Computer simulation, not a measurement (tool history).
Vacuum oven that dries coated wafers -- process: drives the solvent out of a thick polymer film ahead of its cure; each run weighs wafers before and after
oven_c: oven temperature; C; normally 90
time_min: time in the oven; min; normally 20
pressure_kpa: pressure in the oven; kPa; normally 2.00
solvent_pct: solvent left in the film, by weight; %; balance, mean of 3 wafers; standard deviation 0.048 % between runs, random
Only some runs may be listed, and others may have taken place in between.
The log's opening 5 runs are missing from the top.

run,hour,oven_c,time_min,pressure_kpa,solvent_pct
6,466.7,90,20,1.26,4.07
7,565.6,102,20,1.26,1.83
8,657.0,102,20,1.26,1.92
9,751.6,102,20,1.26,1.90
# hour 831.0: vacuum gauge cleaned of residue and calibrated, once more
10,835.4,90,20,2.00,4.67
11,897.8,90,20,2.00,4.75
12,992.9,90,20,2.00,4.71
# hour 1102.9: oven's thermocouples calibrated
13,1115.1,90,13,2.00,6.56
14,1199.9,90,13,2.00,6.57
15,1314.7,90,13,2.00,6.70
16,1447.3,83,13,2.00,9.22
17,1506.9,83,13,2.00,9.20
18,1634.6,78,36,1.38,4.68
19,1735.3,76,20,2.00,9.71
20,1856.8,105,23,2.88,2.49
21,1954.2,105,10,4.32,5.63
22,2036.3,88,11,1.14,7.76
23,2110.7,100,17,3.95,4.86
# hour 2199.6: oven's thermocouples calibrated
24,2238.2,102,13,3.95,4.93
25,2352.3,104,16,2.00,2.46
26,2460.1,79,19,6.76,16.40
27,2555.8,94,26,3.05,4.12
28,2638.4,90,17,2.00,5.30
29,2698.8,96,14,2.00,4.68
# hour 2756.2: vacuum gauge cleaned of residue and calibrated
30,2834.2,96,20,3.71,4.96

Here are 4 independent what-if runs from the current tool condition. What would each one return?
A,2889.8,90,12,2.00,?
B,2889.8,101,13,6.30,?
C,2889.8,100,20,2.08,?
D,2889.8,96,12,2.15,?

run,solvent_pct
A,7.15
B,7.19
C,2.65
D,5.48
Take away the tool's hidden state, keep each run's random variation, and the runs would have read:
run,solvent_pct
A,7.02
B,7.07
C,2.58
D,5.37
